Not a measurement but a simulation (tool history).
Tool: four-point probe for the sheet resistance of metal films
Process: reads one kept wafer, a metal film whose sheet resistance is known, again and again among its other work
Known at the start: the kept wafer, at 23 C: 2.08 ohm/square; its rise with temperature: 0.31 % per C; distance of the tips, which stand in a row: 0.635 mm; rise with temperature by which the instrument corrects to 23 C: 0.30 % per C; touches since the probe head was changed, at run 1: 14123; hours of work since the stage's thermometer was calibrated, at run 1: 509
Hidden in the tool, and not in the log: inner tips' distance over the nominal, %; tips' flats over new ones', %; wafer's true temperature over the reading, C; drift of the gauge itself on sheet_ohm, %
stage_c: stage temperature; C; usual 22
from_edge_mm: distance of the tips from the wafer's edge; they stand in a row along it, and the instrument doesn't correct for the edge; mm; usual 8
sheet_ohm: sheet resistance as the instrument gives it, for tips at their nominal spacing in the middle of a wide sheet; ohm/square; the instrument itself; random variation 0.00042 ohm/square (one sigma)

| run | hour | stage_c | from_edge_mm | touches since the probe head was changed | hours of work since the stage's thermometer was calibrated | sheet_ohm |
|---|---|---|---|---|---|---|
| 1 | 0.0 | 22 | 8 | 14123 | 509 | 2.079289 |
| 2 | 27.3 | 22 | 30 | 14952 | 523 | 2.073586 |
| 3 | 52.5 | 22 | 30 | 15715 | 535 | 2.073839 |
| 4 | 66.7 | 21 | 8 | 16147 | 542 | 2.079525 |
| 5 | 87.0 | 22 | 40 | 16764 | 552 | 2.073547 |
| 6 | 117.3 | 22 | 40 | 17682 | 567 | 2.073725 |
| 7 | 140.4 | 22 | 8 | 18384 | 579 | 2.080338 |
| 8 | 166.1 | 22 | 8 | 19164 | 591 | 2.080697 |
| 9 | 184.3 | 22 | 8 | 19714 | 600 | 2.080446 |
| 10 | 215.5 | 22 | 8 | 20661 | 616 | 2.080461 |
| 11 | 242.0 | 27 | 8 | 21467 | 629 | 2.082196 |
| 12 | 266.3 | 22 | 50 | 22205 | 641 | 2.074092 |
| 13 | 287.0 | 22 | 50 | 22833 | 651 | 2.073750 |
| 14 | 318.6 | 18 | 50 | 23792 | 667 | 2.073922 |
| 15 | 343.6 | 18 | 50 | 24547 | 679 | 2.073853 |
| 16 | 362.2 | 18 | 20 | 25112 | 689 | 2.074459 |
| 17 | 391.6 | 18 | 20 | 26006 | 703 | 2.074722 |
| 18 | 405.8 | 22 | 8 | 26435 | 710 | 2.081622 |
| 19 | 429.8 | 22 | 8 | 27165 | 722 | 2.082153 |
| 20 | 445.0 | 22 | 8 | 27626 | 730 | 2.081819 |
| 21 | 473.2 | 22 | 8 | 28480 | 744 | 2.082050 |
| 22 | 501.6 | 22 | 8 | 29343 | 758 | 2.082157 |
| 23 | 527.9 | 29 | 37 | 30142 | 771 | 2.077145 |
| 24 | 558.4 | 29 | 53 | 31066 | 786 | 2.077120 |
| 25 | 587.8 | 23 | 66 | 31960 | 800 | 2.075599 |
| 26 | 600.9 | 20 | 38 | 32356 | 807 | 2.075182 |
| 27 | 631.2 | 27 | 67 | 33277 | 822 | 2.076295 |
| 28 | 649.6 | 30 | 8 | 33832 | 831 | 2.083994 |
| 29 | 672.2 | 22 | 4 | 34521 | 842 | 2.103527 |
| 30 | 695.4 | 22 | 4 | 35222 | 854 | 2.104010 |
| 31 | 722.2 | 31 | 23 | 36036 | 867 | 2.078926 |
| 32 | 746.1 | 22 | 8 | 36761 | 879 | 2.082668 |
| 33 | 771.2 | 22 | 8 | 37524 | 891 | 2.082796 |
| 34 | 794.5 | 22 | 8 | 38229 | 903 | 2.083640 |
| 35 | 814.1 | 20 | 14 | 38826 | 912 | 2.078877 |
| 36 | 834.1 | 33 | 8 | 39432 | 922 | 2.086430 |
| 37 | 848.4 | 28 | 9 | 39865 | 929 | 2.084343 |
| 38 | 867.5 | 35 | 33 | 40445 | 939 | 2.079522 |
| 39 | 880.8 | 35 | 33 | 40849 | 946 | 2.080061 |
| 40 | 912.2 | 31 | 42 | 41802 | 961 | 2.078845 |
| 41 | 928.3 | 31 | 42 | 42290 | 969 | 2.079222 |
| 42 | 957.9 | 32 | 10 | 43187 | 984 | 2.084443 |
| 43 | 983.9 | 35 | 10 | 43976 | 997 | 2.084890 |
| 44 | 1000.4 | 25 | 5 | 44477 | 1005 | 2.095257 |

Hidden state or all else? Some run-to-run changes of sheet_ohm, split into what the settings, what came in and random variation would give without the hidden state, and what is left for the hidden state (with any gauge scatter that isn't in both results):
Run 11 -> 12: stage_c 27 -> 22, from_edge_mm 8 -> 50. sheet_ohm -0.008104 ohm/square: hidden state +0.000157, all else -0.008261.
Run 24 -> 25: stage_c 29 -> 23, from_edge_mm 53 -> 66. sheet_ohm -0.001521 ohm/square: hidden state +0.000166, all else -0.001687.
Run 28 -> 29: stage_c 30 -> 22, from_edge_mm 8 -> 4. sheet_ohm +0.019533 ohm/square: hidden state +0.000108, all else +0.019425.
Run 30 -> 31: stage_c 22 -> 31, from_edge_mm 4 -> 23. sheet_ohm -0.025084 ohm/square: hidden state +0.000121, all else -0.025205.
Run 39 -> 40: stage_c 35 -> 31, from_edge_mm 33 -> 42. sheet_ohm -0.001216 ohm/square: hidden state +0.000161, all else -0.001377.
Run 43 -> 44: stage_c 35 -> 25, from_edge_mm 10 -> 5. sheet_ohm +0.010367 ohm/square: hidden state +0.000112, all else +0.010255.
